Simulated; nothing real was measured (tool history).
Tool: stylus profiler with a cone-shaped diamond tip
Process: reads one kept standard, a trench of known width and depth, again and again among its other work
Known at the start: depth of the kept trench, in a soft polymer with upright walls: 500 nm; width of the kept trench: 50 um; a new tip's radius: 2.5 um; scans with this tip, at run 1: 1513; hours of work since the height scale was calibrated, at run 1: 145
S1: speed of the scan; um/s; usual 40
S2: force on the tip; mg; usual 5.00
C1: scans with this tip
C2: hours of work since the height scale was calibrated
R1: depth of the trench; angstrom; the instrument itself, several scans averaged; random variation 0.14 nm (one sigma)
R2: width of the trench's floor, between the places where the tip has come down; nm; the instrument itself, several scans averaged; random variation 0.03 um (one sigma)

Run 1, hour 0.0: usual settings; C1 1513; C2 145. Result: R1 5121.0 angstrom, R2 46760 nm.
Run 2, hour 37.0: usual settings but S1 20 um/s; C1 1670; C2 160. Result: R1 5118.4 angstrom, R2 46740 nm.
Run 3, hour 78.9: usual settings but S2 2.68 mg; C1 1847; C2 177. Result: R1 5079.7 angstrom, R2 46560 nm.
Run 4, hour 101.7: usual settings but S2 2.68 mg; C1 1944; C2 186. Result: R1 5082.9 angstrom, R2 46610 nm.
Run 5, hour 144.6: usual settings but S2 2.68 mg; C1 2126; C2 203. Result: R1 5081.0 angstrom, R2 46610 nm.
Run 6, hour 183.1: usual settings but S2 2.68 mg; C1 2289; C2 219. Result: R1 5079.9 angstrom, R2 46600 nm.
Run 7, hour 206.5: usual settings but S2 2.68 mg; C1 2388; C2 229. Result: R1 5079.6 angstrom, R2 46570 nm.
Run 8, hour 226.1: usual settings but S2 2.68 mg; C1 2471; C2 236. Result: R1 5082.5 angstrom, R2 46600 nm.
Run 9, hour 250.8: usual settings but S1 136 um/s, S2 4.24 mg; C1 2575; C2 246. Result: R1 5109.3 angstrom, R2 46200 nm.
Run 10, hour 292.7: usual settings but S2 3.71 mg; C1 2753; C2 263. Result: R1 5100.4 angstrom, R2 46610 nm.
Run 11, hour 325.5: usual settings but S1 59 um/s; C1 2892; C2 277. Result: R1 5119.2 angstrom, R2 46500 nm.
Run 12, hour 349.1: usual settings but S1 54 um/s, S2 1.74 mg; C1 2992; C2 286. Result: R1 5060.2 angstrom, R2 46380 nm.
Run 13, hour 368.1: usual settings but S1 98 um/s, S2 2.85 mg; C1 3072; C2 294. Result: R1 5087.6 angstrom, R2 46210 nm.
Run 14, hour 387.0: usual settings but S1 27 um/s, S2 5.36 mg; C1 3152; C2 302. Result: R1 5127.8 angstrom, R2 46630 nm.

Forecast each of these 5 alternatives for the next run:
Run A, hour 429.5: usual settings but S1 157 um/s, S2 3.92 mg; C1 3332; C2 319. Result: R1 ?, R2 ?.
Run B, hour 429.5: usual settings but S1 32 um/s, S2 6.23 mg; C1 3332; C2 319. Result: R1 ?, R2 ?.
Run C, hour 429.5: usual settings but S2 11.01 mg; C1 3332; C2 319. Result: R1 ?, R2 ?.
Run D, hour 429.5: usual settings but S1 27 um/s, S2 4.07 mg; C1 3332; C2 319. Result: R1 ?, R2 ?.
Run E, hour 429.5: usual settings but S1 77 um/s, S2 9.98 mg; C1 3332; C2 319. Result: R1 ?, R2 ?.

run      R1     R2
  A  5105.9  45960
  B  5138.1  46570
  C  5202.5  46590
  D  5105.5  46530
  E  5189.5  46540
Without the tool's hidden state the same runs would have given:
run      R1     R2
  A  5100.6  46250
  B  5132.7  46850
  C  5197.1  46880
  D  5100.1  46810
  E  5184.1  46820
